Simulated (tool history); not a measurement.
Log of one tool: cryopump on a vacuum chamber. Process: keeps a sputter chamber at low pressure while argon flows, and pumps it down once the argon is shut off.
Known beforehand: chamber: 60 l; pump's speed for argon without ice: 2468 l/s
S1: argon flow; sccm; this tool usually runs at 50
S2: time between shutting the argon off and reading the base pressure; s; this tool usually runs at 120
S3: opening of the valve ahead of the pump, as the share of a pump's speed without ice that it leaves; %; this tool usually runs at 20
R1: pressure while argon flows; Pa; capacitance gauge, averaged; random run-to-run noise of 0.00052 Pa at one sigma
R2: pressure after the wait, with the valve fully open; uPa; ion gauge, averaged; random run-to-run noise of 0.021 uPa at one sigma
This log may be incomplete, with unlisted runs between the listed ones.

run   hour  S1   S2  S3      R1    R2
  1      0  50  120  20   0.177   0.9
  2   39.1  50  120  33  0.1094  0.87
  3     60  50  120  33  0.1093  0.91
  4   94.2  50  120  33  0.1105  0.94
  5  124.3  50  120  33  0.1105  0.95
  6  160.8  50  120  33  0.1111  0.95
  7  187.5  50  120  29   0.125  0.98
  8  208.4  50  120  29  0.1254  0.92
  9  230.7  50  120  52  0.0729     1
 10  265.8  50  120  52  0.0735     1
 11  302.3  50  120  52   0.074  1.06
 12  345.1  87   54  38  0.1707  1.35
 13  382.1  43  233  18  0.1717     1
 14  417.3  43  233  18  0.1713  0.97
 15  439.5  81  101  32  0.1879  1.19
 16  471.2  81  101  32  0.1883  1.14
 17  519.2  81  101  32  0.1737  1.01

The log once held 1 entry between its listed runs, left out of this copy. Where does each go, and what is different about the tool's unlogged condition between the listed run before it and the listed run after it?
After run 16, before run 17: pump warmed up, emptied and cooled again (hour 490.5)
  pump's speed, % of a pump's without ice: 79.5 -> 99.5; cold plate's temperature, K: 12.56 -> 12.57; leak into the chamber, uPa l/s: 1795 -> 1826
  measured value less the no-hidden-state value, R1: +0.0151 -> +0.0009 Pa; R2: +0.79 -> +0.63 uPa

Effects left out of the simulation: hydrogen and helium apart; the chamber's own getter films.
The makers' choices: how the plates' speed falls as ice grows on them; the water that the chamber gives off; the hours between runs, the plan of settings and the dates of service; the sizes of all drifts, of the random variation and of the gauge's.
